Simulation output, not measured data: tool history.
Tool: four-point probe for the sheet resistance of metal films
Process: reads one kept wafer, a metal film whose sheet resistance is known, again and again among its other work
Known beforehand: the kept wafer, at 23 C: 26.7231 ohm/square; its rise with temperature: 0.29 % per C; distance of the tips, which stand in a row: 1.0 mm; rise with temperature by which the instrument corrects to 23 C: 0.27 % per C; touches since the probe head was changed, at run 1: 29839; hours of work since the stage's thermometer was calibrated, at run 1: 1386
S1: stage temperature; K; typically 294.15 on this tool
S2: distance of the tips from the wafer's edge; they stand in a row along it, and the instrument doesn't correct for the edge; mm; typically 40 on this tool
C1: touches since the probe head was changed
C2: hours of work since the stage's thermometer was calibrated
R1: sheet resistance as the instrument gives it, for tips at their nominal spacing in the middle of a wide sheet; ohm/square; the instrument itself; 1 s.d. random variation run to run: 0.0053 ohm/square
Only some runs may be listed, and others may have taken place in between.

run   hour      S1  S2     C1    C2         R1
  1    0.0  294.15  40  29839  1386  26.720162
  2   42.1  294.15  40  30952  1409  26.725313
  3   76.8  294.15  40  31868  1429  26.711077
  4  119.1  294.15  40  32987  1452  26.709286
     122.7  -- stage's thermometer calibrated
  5  149.5  294.15  40  33776    15  26.722196
  6  187.6  294.15  40  34783    36  26.723303

What does the tool deliver on the next run?
  7  228.1  294.15  40  35854  58   ?

R1: 26.709094 ohm/square
The same run, on a tool lacking any hidden state, would have yielded R1 26.713488 ohm/square.

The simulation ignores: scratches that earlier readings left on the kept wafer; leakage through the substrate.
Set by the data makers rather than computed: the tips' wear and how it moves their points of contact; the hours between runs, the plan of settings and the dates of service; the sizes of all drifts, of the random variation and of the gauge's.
